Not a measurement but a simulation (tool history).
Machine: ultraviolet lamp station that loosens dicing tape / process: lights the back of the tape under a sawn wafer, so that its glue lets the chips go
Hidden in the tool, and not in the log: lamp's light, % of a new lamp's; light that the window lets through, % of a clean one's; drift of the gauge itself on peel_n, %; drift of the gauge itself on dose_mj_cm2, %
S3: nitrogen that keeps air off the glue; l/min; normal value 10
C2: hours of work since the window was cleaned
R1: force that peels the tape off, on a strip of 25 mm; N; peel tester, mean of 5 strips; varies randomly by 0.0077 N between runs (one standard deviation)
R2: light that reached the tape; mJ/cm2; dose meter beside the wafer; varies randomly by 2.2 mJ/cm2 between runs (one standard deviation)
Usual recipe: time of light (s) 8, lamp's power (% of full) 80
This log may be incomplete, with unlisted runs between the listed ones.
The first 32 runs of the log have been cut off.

run 33 hour=1229.7 | time_of_light_(s)=8 lamp's_power_(%_of_full)=77 S3=10 | hours_of_work_of_the_lamp=810 C2=58 | R1=0.56 R2=154
run 34 hour=1252.8 | time_of_light_(s)=6 lamp's_power_(%_of_full)=87 S3=10 | hours_of_work_of_the_lamp=826 C2=73 | R1=0.825 R2=125
run 35 hour=1304.3 | time_of_light_(s)=6 lamp's_power_(%_of_full)=91 S3=10 | hours_of_work_of_the_lamp=859 C2=107 | R1=0.784 R2=131
run 36 hour=1354.9 | time_of_light_(s)=6 lamp's_power_(%_of_full)=82 S3=13 | hours_of_work_of_the_lamp=892 C2=140 | R1=0.83 R2=109
run 37 hour=1386.9 | time_of_light_(s)=6 lamp's_power_(%_of_full)=82 S3=13 | hours_of_work_of_the_lamp=913 C2=161 | R1=0.888 R2=112
run 38 hour=1420 | time_of_light_(s)=5 lamp's_power_(%_of_full)=78 S3=18 | hours_of_work_of_the_lamp=935 C2=183 | R1=1.153 R2=84
run 39 hour=1462.7 | time_of_light_(s)=10 lamp's_power_(%_of_full)=82 S3=11 | hours_of_work_of_the_lamp=963 C2=211 | R1=0.373 R2=179
run 40 hour=1505.8 | time_of_light_(s)=6 lamp's_power_(%_of_full)=94 S3=10 | hours_of_work_of_the_lamp=991 C2=239 | R1=0.937 R2=119
-- hour=1517.2 window cleaned of glue's vapour
run 41 hour=1538.5 | time_of_light_(s)=6 lamp's_power_(%_of_full)=94 S3=4 | hours_of_work_of_the_lamp=1012 C2=14 | R1=1.567 R2=136
run 42 hour=1567.6 | time_of_light_(s)=13 lamp's_power_(%_of_full)=80 S3=4 | hours_of_work_of_the_lamp=1031 C2=33 | R1=0.472 R2=238

Predict each of these 3 candidate next runs independently; none follows another, all start after run 42:
run A hour=1620.1 | time_of_light_(s)=7 lamp's_power_(%_of_full)=62 S3=9 | hours_of_work_of_the_lamp=1065 C2=67 | R1=? R2=?
run B hour=1620.1 | time_of_light_(s)=16 lamp's_power_(%_of_full)=72 S3=3 | hours_of_work_of_the_lamp=1065 C2=67 | R1=? R2=?
run C hour=1620.1 | time_of_light_(s)=8 lamp's_power_(%_of_full)=80 S3=4 | hours_of_work_of_the_lamp=1065 C2=67 | R1=? R2=?

run=A R1=1.418 R2=97
run=B R1=0.511 R2=265
run=C R1=1.355 R2=144
Stripped of hidden state, with their random variation kept, the same runs would have yielded:
run=A R1=0.761 R2=136
run=B R1=0.251 R2=367
run=C R1=0.717 R2=201
